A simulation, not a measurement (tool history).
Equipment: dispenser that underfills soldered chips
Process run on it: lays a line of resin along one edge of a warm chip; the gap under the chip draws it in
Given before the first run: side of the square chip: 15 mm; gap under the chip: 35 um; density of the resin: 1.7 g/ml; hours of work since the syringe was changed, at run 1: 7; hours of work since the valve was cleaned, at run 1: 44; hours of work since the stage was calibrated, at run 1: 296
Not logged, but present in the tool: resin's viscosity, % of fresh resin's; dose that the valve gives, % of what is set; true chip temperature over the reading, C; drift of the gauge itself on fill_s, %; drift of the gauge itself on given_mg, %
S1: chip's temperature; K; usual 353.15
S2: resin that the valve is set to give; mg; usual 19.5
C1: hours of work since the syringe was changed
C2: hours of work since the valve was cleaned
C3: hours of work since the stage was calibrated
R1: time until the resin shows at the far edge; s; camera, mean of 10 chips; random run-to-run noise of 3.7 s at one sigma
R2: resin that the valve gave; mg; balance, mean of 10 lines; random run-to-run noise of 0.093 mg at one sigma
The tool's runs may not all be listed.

{"run": 1, "hour": 0.0, "S1": 353.15, "S2": 19.5, "C1": 7, "C2": 44, "C3": 296, "R1": 665.5, "R2": 18.97}
{"run": 2, "hour": 7.3, "S1": 353.15, "S2": 19.5, "C1": 11, "C2": 49, "C3": 300, "R1": 955.3, "R2": 18.82}
{"hour": 8.8, "done": "new syringe of resin"}
{"hour": 16.2, "done": "dispensing valve cleaned and set on the balance"}
{"run": 3, "hour": 20.2, "S1": 353.15, "S2": 19.5, "C1": 7, "C2": 3, "C3": 308, "R1": 659.7, "R2": 19.66}
{"hour": 28.5, "done": "new syringe of resin"}
{"run": 4, "hour": 33.8, "S1": 353.15, "S2": 19.5, "C1": 3, "C2": 11, "C3": 316, "R1": 520.2, "R2": 19.42}
{"hour": 47.1, "done": "new syringe of resin"}
{"run": 5, "hour": 47.7, "S1": 359.15, "S2": 19.5, "C1": 0, "C2": 20, "C3": 325, "R1": 322.5, "R2": 19.34}
{"run": 6, "hour": 62.7, "S1": 353.15, "S2": 21.9, "C1": 10, "C2": 30, "C3": 335, "R1": 851.2, "R2": 21.7}
{"hour": 65.6, "done": "new syringe of resin"}
{"run": 7, "hour": 70.4, "S1": 353.15, "S2": 21.9, "C1": 3, "C2": 34, "C3": 340, "R1": 500.7, "R2": 21.32}
{"hour": 83.9, "done": "new syringe of resin"}
{"run": 8, "hour": 84.9, "S1": 353.15, "S2": 19.5, "C1": 1, "C2": 44, "C3": 349, "R1": 427.1, "R2": 18.98}
{"run": 9, "hour": 95.5, "S1": 353.15, "S2": 16.8, "C1": 7, "C2": 50, "C3": 356, "R1": 747, "R2": 16.3}
{"hour": 101.4, "done": "dispensing valve cleaned and set on the balance"}
{"hour": 103.9, "done": "new syringe of resin"}
{"run": 10, "hour": 111.8, "S1": 353.15, "S2": 16.8, "C1": 5, "C2": 6, "C3": 365, "R1": 638.7, "R2": 16.81}
{"run": 11, "hour": 120.2, "S1": 353.15, "S2": 16.8, "C1": 11, "C2": 12, "C3": 371, "R1": 945.6, "R2": 16.84}
{"hour": 122.1, "done": "new syringe of resin"}
{"run": 12, "hour": 133.4, "S1": 353.15, "S2": 19.5, "C1": 7, "C2": 20, "C3": 379, "R1": 712.6, "R2": 19.33}
{"hour": 140.7, "done": "new syringe of resin"}
{"run": 13, "hour": 143.6, "S1": 353.15, "S2": 25.4, "C1": 2, "C2": 27, "C3": 385, "R1": 464.5, "R2": 24.95}
{"run": 14, "hour": 156.8, "S1": 353.15, "S2": 19.5, "C1": 10, "C2": 35, "C3": 394, "R1": 914, "R2": 19.13}
{"hour": 159.8, "done": "new syringe of resin"}
{"run": 15, "hour": 170.5, "S1": 353.15, "S2": 19.5, "C1": 7, "C2": 44, "C3": 403, "R1": 700.1, "R2": 19.08}
{"hour": 178.3, "done": "new syringe of resin"}
{"run": 16, "hour": 178.3, "S1": 359.15, "S2": 19.5, "C1": 0, "C2": 49, "C3": 407, "R1": 325, "R2": 19.07}
{"hour": 187.7, "done": "dispensing valve cleaned and set on the balance"}
{"hour": 188.7, "done": "stage's temperature calibrated"}
{"run": 17, "hour": 194.3, "S1": 359.15, "S2": 19.5, "C1": 9, "C2": 4, "C3": 4, "R1": 566.6, "R2": 19.58}
{"hour": 198.9, "done": "new syringe of resin"}
{"run": 18, "hour": 207.0, "S1": 359.15, "S2": 19.5, "C1": 5, "C2": 12, "C3": 12, "R1": 428.5, "R2": 19.5}
{"hour": 217.3, "done": "new syringe of resin"}
{"run": 19, "hour": 218.6, "S1": 353.15, "S2": 23.4, "C1": 1, "C2": 19, "C3": 19, "R1": 388.8, "R2": 23.1}
{"run": 20, "hour": 227.8, "S1": 358.15, "S2": 20.2, "C1": 7, "C2": 25, "C3": 25, "R1": 503.9, "R2": 20.05}
{"hour": 235.6, "done": "new syringe of resin"}
{"run": 21, "hour": 245.0, "S1": 355.15, "S2": 19.5, "C1": 6, "C2": 36, "C3": 36, "R1": 547.1, "R2": 19.11}
{"hour": 254.4, "done": "new syringe of resin"}
{"run": 22, "hour": 259.6, "S1": 352.15, "S2": 17.4, "C1": 3, "C2": 45, "C3": 45, "R1": 508.7, "R2": 16.87}

Predict the results of run 23:
{"run": 23, "hour": 267.5, "S1": 359.15, "S2": 23.3, "C1": 8, "C2": 50, "C3": 50, "R1": "?", "R2": "?"}

Run 23 measured R1 546.1 s, R2 22.43 mg.
Were there no unlogged condition in the tool, this run, its random variation unchanged, would have produced R1 286.2 s, R2 23.09 mg.
